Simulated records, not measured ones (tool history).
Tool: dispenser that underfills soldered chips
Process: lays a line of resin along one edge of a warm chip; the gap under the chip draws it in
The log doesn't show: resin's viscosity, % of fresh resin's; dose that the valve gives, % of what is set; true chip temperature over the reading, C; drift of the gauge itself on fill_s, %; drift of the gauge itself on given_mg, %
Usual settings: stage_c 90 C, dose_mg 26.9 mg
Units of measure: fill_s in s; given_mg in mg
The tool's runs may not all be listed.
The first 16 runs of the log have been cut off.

run   hour  stage_c  dose_mg  hours of work since the syringe was changed  hours of work since the valve was cleaned  hours of work since the stage was calibrated  fill_s  given_mg
     144.5  -- new syringe of resin
 17  149.1       90     24.9                                            3                                         96                                           114   128.4      22.9
 18  156.3       90     24.9                                            8                                        101                                           118   192.9     22.93
     162.8  -- new syringe of resin
 19  162.9       77     24.5                                            0                                        105                                           123   169.8     22.44
 20  169.5       77     24.5                                            4                                        109                                           127   249.9     22.06
     177.1  -- dispensing valve cleaned and set on the balance
     182.2  -- new syringe of resin
 21  182.4       77     24.5                                            0                                          3                                           135   170.2     24.46
 22  190.6       93       25                                            6                                          9                                           140   135.7     24.89
     200.4  -- new syringe of resin
 23  200.4       85     31.4                                            0                                         15                                           146   113.7     30.89
 24  208.7      104     29.5                                            5                                         20                                           152    88.2     29.11
       219  -- new syringe of resin
 25  219.9       76     25.2                                            1                                         27                                           159   179.9     24.51
 26  225.9      101     26.3                                            5                                         31                                           163    90.5     25.46
 27  231.8       92     27.4                                            8                                         35                                           167   177.3      26.5
     237.4  -- new syringe of resin
 28  242.2       79     28.3                                            3                                         42                                           173   195.4      27.5
 29  253.6       86     23.6                                           11                                         49                                           181   285.6     22.64
     255.9  -- new syringe of resin
 30  263.4       86     23.6                                            5                                         56                                           187   178.8     22.32
 31  270.5       83     27.8                                           10                                         60                                           192   283.2     26.47
       275  -- new syringe of resin
 32    278       96     30.3                                            2                                         65                                           196    90.2     28.52
 33  288.7       89     26.9                                            9                                         72                                           203     214     25.13
     293.4  -- new syringe of resin
 34  295.5       89     26.2                                            1                                         76                                           208     116     24.55

Consider 3 possible next runs. They are alternatives, not a sequence: every one starts from the tool as it was left by run 34. What does each give?
  A  306.6      104     27.8                                            9                                         84                                           215       ?         ?
  B  306.6       89     23.9                                            9                                         84                                           215       ?         ?
  C  306.6      102     28.2                                            9                                         84                                           215       ?         ?

run  fill_s  given_mg
  A   118.3      25.9
  B   216.1     22.19
  C   126.9      26.3
Stripped of hidden state, with their random variation kept, the same runs would have yielded:
run  fill_s  given_mg
  A    56.8     27.86
  B   102.7     23.87
  C      61     28.29

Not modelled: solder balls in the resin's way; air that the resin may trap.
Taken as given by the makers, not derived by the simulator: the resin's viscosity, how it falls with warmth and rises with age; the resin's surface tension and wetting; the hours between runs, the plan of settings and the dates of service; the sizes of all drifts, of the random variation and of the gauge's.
